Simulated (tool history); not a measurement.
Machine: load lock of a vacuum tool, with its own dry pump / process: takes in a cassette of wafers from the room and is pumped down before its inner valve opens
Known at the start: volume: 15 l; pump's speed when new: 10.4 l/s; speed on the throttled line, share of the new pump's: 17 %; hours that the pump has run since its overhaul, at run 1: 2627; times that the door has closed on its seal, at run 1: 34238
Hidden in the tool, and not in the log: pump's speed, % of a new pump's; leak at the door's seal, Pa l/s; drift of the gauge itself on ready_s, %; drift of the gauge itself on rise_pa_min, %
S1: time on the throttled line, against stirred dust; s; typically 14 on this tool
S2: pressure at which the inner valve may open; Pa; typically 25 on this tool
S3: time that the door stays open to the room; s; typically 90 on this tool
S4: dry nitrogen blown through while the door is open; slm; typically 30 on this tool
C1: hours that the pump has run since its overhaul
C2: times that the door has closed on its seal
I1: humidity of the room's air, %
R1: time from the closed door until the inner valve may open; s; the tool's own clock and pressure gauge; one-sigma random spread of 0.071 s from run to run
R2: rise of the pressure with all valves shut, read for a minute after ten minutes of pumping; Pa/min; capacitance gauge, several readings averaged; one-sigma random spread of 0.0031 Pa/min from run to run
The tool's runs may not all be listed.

{"run": 1, "hour": 0.0, "S1": 14, "S2": 25, "S3": 90, "S4": 30, "C1": 2627, "C2": 34238, "I1": 45.1, "R1": 23.75, "R2": 0.255}
{"run": 2, "hour": 115.8, "S1": 14, "S2": 25, "S3": 90, "S4": 30, "C1": 2743, "C2": 34723, "I1": 46.7, "R1": 23.97, "R2": 0.25}
{"run": 3, "hour": 194.1, "S1": 14, "S2": 25, "S3": 90, "S4": 30, "C1": 2822, "C2": 35051, "I1": 45.8, "R1": 23.91, "R2": 0.268}
{"run": 4, "hour": 321.3, "S1": 14, "S2": 25, "S3": 90, "S4": 30, "C1": 2949, "C2": 35584, "I1": 45.4, "R1": 24.02, "R2": 0.264}
{"run": 5, "hour": 409.4, "S1": 14, "S2": 20, "S3": 90, "S4": 30, "C1": 3037, "C2": 35952, "I1": 48.6, "R1": 24.33, "R2": 0.272}
{"run": 6, "hour": 520.4, "S1": 14, "S2": 20, "S3": 90, "S4": 30, "C1": 3148, "C2": 36417, "I1": 45.7, "R1": 24.17, "R2": 0.274}
{"run": 7, "hour": 628.2, "S1": 14, "S2": 20, "S3": 90, "S4": 30, "C1": 3256, "C2": 36869, "I1": 46, "R1": 24.27, "R2": 0.279}
{"run": 8, "hour": 715.2, "S1": 14, "S2": 20, "S3": 90, "S4": 30, "C1": 3343, "C2": 37233, "I1": 39.9, "R1": 24.31, "R2": 0.271}
{"run": 9, "hour": 833.1, "S1": 14, "S2": 27, "S3": 90, "S4": 30, "C1": 3460, "C2": 37727, "I1": 40.3, "R1": 23.75, "R2": 0.277}
{"run": 10, "hour": 923.1, "S1": 14, "S2": 25, "S3": 38, "S4": 30, "C1": 3551, "C2": 38104, "I1": 47.7, "R1": 23.98, "R2": 0.259}
{"run": 11, "hour": 1003.7, "S1": 14, "S2": 25, "S3": 38, "S4": 30, "C1": 3631, "C2": 38441, "I1": 43.2, "R1": 23.96, "R2": 0.258}
{"run": 12, "hour": 1123.8, "S1": 14, "S2": 25, "S3": 90, "S4": 30, "C1": 3751, "C2": 38944, "I1": 44.5, "R1": 23.96, "R2": 0.298}
{"run": 13, "hour": 1225.9, "S1": 14, "S2": 25, "S3": 90, "S4": 7, "C1": 3853, "C2": 39371, "I1": 41.1, "R1": 23.92, "R2": 0.344}
{"run": 14, "hour": 1331.9, "S1": 14, "S2": 25, "S3": 90, "S4": 30, "C1": 3959, "C2": 39815, "I1": 39.9, "R1": 23.97, "R2": 0.3}
{"run": 15, "hour": 1396.0, "S1": 14, "S2": 25, "S3": 73, "S4": 30, "C1": 4023, "C2": 40083, "I1": 46.2, "R1": 23.98, "R2": 0.297}
{"run": 16, "hour": 1495.5, "S1": 14, "S2": 25, "S3": 73, "S4": 30, "C1": 4123, "C2": 40500, "I1": 43.9, "R1": 23.85, "R2": 0.305}
{"run": 17, "hour": 1591.1, "S1": 14, "S2": 25, "S3": 73, "S4": 30, "C1": 4218, "C2": 40900, "I1": 46, "R1": 23.91, "R2": 0.306}
{"run": 18, "hour": 1697.0, "S1": 14, "S2": 25, "S3": 73, "S4": 30, "C1": 4324, "C2": 41344, "I1": 44.9, "R1": 23.77, "R2": 0.303}
{"run": 19, "hour": 1800.3, "S1": 13, "S2": 25, "S3": 90, "S4": 30, "C1": 4428, "C2": 41777, "I1": 44, "R1": 23.18, "R2": 0.316}
{"run": 20, "hour": 1862.1, "S1": 13, "S2": 25, "S3": 90, "S4": 30, "C1": 4490, "C2": 42035, "I1": 47.7, "R1": 23.05, "R2": 0.328}
{"run": 21, "hour": 1987.3, "S1": 13, "S2": 25, "S3": 90, "S4": 30, "C1": 4615, "C2": 42559, "I1": 44.3, "R1": 23.22, "R2": 0.327}
{"run": 22, "hour": 2107.7, "S1": 11, "S2": 25, "S3": 90, "S4": 10, "C1": 4735, "C2": 43063, "I1": 47.4, "R1": 21.57, "R2": 0.377}
{"run": 23, "hour": 2179.6, "S1": 11, "S2": 23, "S3": 90, "S4": 4, "C1": 4807, "C2": 43364, "I1": 44.4, "R1": 21.57, "R2": 0.402}
{"run": 24, "hour": 2282.1, "S1": 22, "S2": 25, "S3": 30, "S4": 30, "C1": 4910, "C2": 43794, "I1": 44.6, "R1": 30.66, "R2": 0.313}
{"run": 25, "hour": 2356.0, "S1": 20, "S2": 48, "S3": 41, "S4": 21, "C1": 4983, "C2": 44103, "I1": 43.9, "R1": 28, "R2": 0.324}
{"run": 26, "hour": 2428.5, "S1": 14, "S2": 25, "S3": 76, "S4": 12, "C1": 5056, "C2": 44407, "I1": 44.1, "R1": 24, "R2": 0.366}
{"run": 27, "hour": 2491.3, "S1": 8, "S2": 25, "S3": 76, "S4": 23, "C1": 5119, "C2": 44670, "I1": 46.1, "R1": 19.08, "R2": 0.352}
{"run": 28, "hour": 2565.1, "S1": 8, "S2": 25, "S3": 76, "S4": 23, "C1": 5192, "C2": 44979, "I1": 43.3, "R1": 19.09, "R2": 0.352}
{"run": 29, "hour": 2654.5, "S1": 8, "S2": 30, "S3": 89, "S4": 10, "C1": 5282, "C2": 45353, "I1": 46.9, "R1": 18.76, "R2": 0.405}
{"run": 30, "hour": 2729.5, "S1": 14, "S2": 43, "S3": 231, "S4": 30, "C1": 5357, "C2": 45667, "I1": 45.6, "R1": 23.22, "R2": 0.411}
{"run": 31, "hour": 2818.7, "S1": 14, "S2": 25, "S3": 90, "S4": 7, "C1": 5446, "C2": 46041, "I1": 48.7, "R1": 24.06, "R2": 0.438}
{"run": 32, "hour": 2877.6, "S1": 14, "S2": 25, "S3": 90, "S4": 7, "C1": 5505, "C2": 46287, "I1": 43.2, "R1": 24.01, "R2": 0.42}
{"run": 33, "hour": 2998.5, "S1": 22, "S2": 25, "S3": 90, "S4": 30, "C1": 5626, "C2": 46793, "I1": 46.2, "R1": 30.67, "R2": 0.372}
{"run": 34, "hour": 3108.6, "S1": 22, "S2": 25, "S3": 90, "S4": 30, "C1": 5736, "C2": 47254, "I1": 46.3, "R1": 30.74, "R2": 0.368}
{"run": 35, "hour": 3166.2, "S1": 16, "S2": 39, "S3": 90, "S4": 30, "C1": 5794, "C2": 47496, "I1": 47.2, "R1": 24.91, "R2": 0.39}
{"run": 36, "hour": 3239.6, "S1": 25, "S2": 18, "S3": 90, "S4": 42, "C1": 5867, "C2": 47803, "I1": 43.9, "R1": 33.66, "R2": 0.375}

What would each run have given without the hidden state, its run-to-run variation left as it was?
run=1 R1=23.54 R2=0.065
run=2 R1=23.75 R2=0.059
run=3 R1=23.68 R2=0.071
run=4 R1=23.8 R2=0.064
run=5 R1=24.09 R2=0.071
run=6 R1=23.92 R2=0.065
run=7 R1=24.02 R2=0.069
run=8 R1=24.05 R2=0.058
run=9 R1=23.5 R2=0.059
run=10 R1=23.72 R2=0.038
run=11 R1=23.7 R2=0.034
run=12 R1=23.69 R2=0.067
run=13 R1=23.65 R2=0.109
run=14 R1=23.69 R2=0.061
run=15 R1=23.7 R2=0.056
run=16 R1=23.56 R2=0.054
run=17 R1=23.61 R2=0.058
run=18 R1=23.47 R2=0.048
run=19 R1=22.87 R2=0.06
run=20 R1=22.73 R2=0.066
run=21 R1=22.9 R2=0.061
run=22 R1=21.23 R2=0.109
run=23 R1=21.23 R2=0.133
run=24 R1=30.38 R2=0.033
run=25 R1=27.74 R2=0.046
run=26 R1=23.66 R2=0.085
run=27 R1=18.7 R2=0.069
run=28 R1=18.71 R2=0.064
run=29 R1=18.39 R2=0.112
run=30 R1=22.9 R2=0.114
run=31 R1=23.71 R2=0.13
run=32 R1=23.65 R2=0.119
run=33 R1=30.35 R2=0.063
run=34 R1=30.42 R2=0.064
run=35 R1=24.58 R2=0.069
run=36 R1=33.34 R2=0.056
